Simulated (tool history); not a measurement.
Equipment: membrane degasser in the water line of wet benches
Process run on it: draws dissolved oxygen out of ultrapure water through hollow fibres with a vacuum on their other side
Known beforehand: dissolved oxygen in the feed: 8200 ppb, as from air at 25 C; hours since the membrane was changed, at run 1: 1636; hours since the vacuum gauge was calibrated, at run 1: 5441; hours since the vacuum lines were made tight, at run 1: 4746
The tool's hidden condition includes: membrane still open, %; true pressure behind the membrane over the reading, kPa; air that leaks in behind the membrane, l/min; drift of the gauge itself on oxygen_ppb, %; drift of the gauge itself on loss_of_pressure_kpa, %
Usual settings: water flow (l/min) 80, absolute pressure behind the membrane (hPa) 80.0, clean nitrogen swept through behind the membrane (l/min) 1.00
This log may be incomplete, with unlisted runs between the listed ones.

run    hour  water flow (l/min)  absolute pressure behind the membrane (hPa)  clean nitrogen swept through behind the membrane (l/min)  hours since the membrane was changed  hours since the vacuum gauge was calibrated  hours since the vacuum lines were made tight  dissolved oxygen in the water behind the degasser (ppb)  pressure that the water loses in the fibres (hPa)
  1     0.0                  80                                         80.0                                                      1.00                                  1636                                         5441                                          4746                                                    667.9                                              359.9
  2    71.3                  80                                         80.0                                                      1.00                                  1707                                         5513                                          4817                                                    669.6                                              358.7
  3   138.8                  80                                         80.0                                                      1.00                                  1775                                         5580                                          4884                                                    664.5                                              362.2
  4   206.8                  80                                         80.0                                                      1.00                                  1843                                         5648                                          4952                                                    668.6                                              362.2
  5   256.5                  80                                         80.0                                                      1.16                                  1893                                         5698                                          5002                                                    608.9                                              364.8
  6   326.0                  80                                         80.0                                                      1.16                                  1962                                         5767                                          5072                                                    615.7                                              364.2
  7   393.5                  80                                         80.0                                                      1.00                                  2030                                         5835                                          5139                                                    677.7                                              360.8
      446.1  -- vacuum gauge calibrated
  8   478.6                  61                                         80.0                                                      1.00                                  2114                                           33                                          5224                                                    522.3                                              275.2
  9   532.4                  61                                         80.0                                                      1.00                                  2168                                           86                                          5278                                                    522.0                                              279.0
 10   569.8                  80                                        184.2                                                      1.00                                  2205                                          124                                          5315                                                   1716.8                                              362.0
 11   648.9                  80                                         80.0                                                      1.16                                  2285                                          203                                          5394                                                    564.0                                              361.8
 12   717.7                  80                                         80.0                                                      1.16                                  2353                                          272                                          5463                                                    571.6                                              363.7
 13   787.6                  80                                        146.0                                                      1.00                                  2423                                          342                                          5533                                                   1318.0                                              365.7
 14   870.6                  48                                        146.0                                                      1.00                                  2506                                          425                                          5616                                                    949.6                                              217.5
 15   920.0                  49                                         80.0                                                      1.00                                  2556                                          474                                          5665                                                    437.7                                              223.2
 16   995.2                  80                                         50.0                                                      1.00                                  2631                                          549                                          5740                                                    264.1                                              364.2
 17  1040.3                  80                                         50.0                                                      1.00                                  2676                                          594                                          5785                                                    262.9                                              361.7
 18  1084.6                 117                                         50.0                                                      0.53                                  2720                                          639                                          5830                                                    464.2                                              532.3
 19  1120.1                  80                                        161.8                                                      0.42                                  2756                                          674                                          5865                                                   2337.9                                              360.8
 20  1161.4                  80                                        161.8                                                      1.06                                  2797                                          715                                          5907                                                   1458.9                                              361.7
 21  1199.9                  80                                        161.8                                                      1.06                                  2836                                          754                                          5945                                                   1469.6                                              362.0
 22  1277.8                  68                                         80.0                                                      1.02                                  2914                                          832                                          6023                                                    549.6                                              310.2
 23  1338.6                 109                                         80.0                                                      1.68                                  2974                                          893                                          6084                                                    565.6                                              497.3
 24  1420.6                 109                                         80.0                                                      1.68                                  3056                                          975                                          6166                                                    571.6                                              496.8
     1484.7  -- seals of the vacuum lines changed
 25  1503.3                  68                                         49.2                                                      0.64                                  3137                                         1055                                            19                                                    297.3                                              311.0
 26  1543.9                  68                                         49.2                                                      0.64                                  3178                                         1096                                            59                                                    294.5                                              308.3
 27  1621.7                  49                                         49.0                                                      0.64                                  3255                                         1174                                           137                                                    233.6                                              223.7
 28  1694.9                  80                                         80.0                                                      1.53                                  3329                                         1247                                           210                                                    484.2                                              365.0
 29  1772.6                  80                                         54.0                                                      1.00                                  3406                                         1325                                           288                                                    315.8                                              364.6
 30  1853.8                  56                                         71.6                                                      0.45                                  3488                                         1406                                           369                                                    691.1                                              256.0
 31  1900.8                  70                                         71.6                                                      1.11                                  3534                                         1453                                           416                                                    450.1                                              316.4

Forecast each of these 5 alternatives for the next run:
  A  1953.5                  54                                        100.6                                                      1.11                                  3587                                         1505                                           469                                                        ?                                                  ?
  B  1953.5                  80                                         80.0                                                      0.49                                  3587                                         1505                                           469                                                        ?                                                  ?
  C  1953.5                 101                                         51.9                                                      1.40                                  3587                                         1505                                           469                                                        ?                                                  ?
  D  1953.5                  70                                        104.3                                                      1.11                                  3587                                         1505                                           469                                                        ?                                                  ?
  E  1953.5                  62                                         80.0                                                      1.00                                  3587                                         1505                                           469                                                        ?                                                  ?

run  dissolved oxygen in the water behind the degasser (ppb)  pressure that the water loses in the fibres (hPa)
  A                                                    615.0                                              244.5
  B                                                    957.2                                              366.9
  C                                                    290.3                                              463.3
  D                                                    776.2                                              320.4
  E                                                    537.1                                              282.5
With no hidden state in the tool, these same runs would have given:
run  dissolved oxygen in the water behind the degasser (ppb)  pressure that the water loses in the fibres (hPa)
  A                                                    606.9                                              241.5
  B                                                    939.9                                              362.3
  C                                                    276.9                                              457.5
  D                                                    766.3                                              316.4
  E                                                    526.9                                              279.1

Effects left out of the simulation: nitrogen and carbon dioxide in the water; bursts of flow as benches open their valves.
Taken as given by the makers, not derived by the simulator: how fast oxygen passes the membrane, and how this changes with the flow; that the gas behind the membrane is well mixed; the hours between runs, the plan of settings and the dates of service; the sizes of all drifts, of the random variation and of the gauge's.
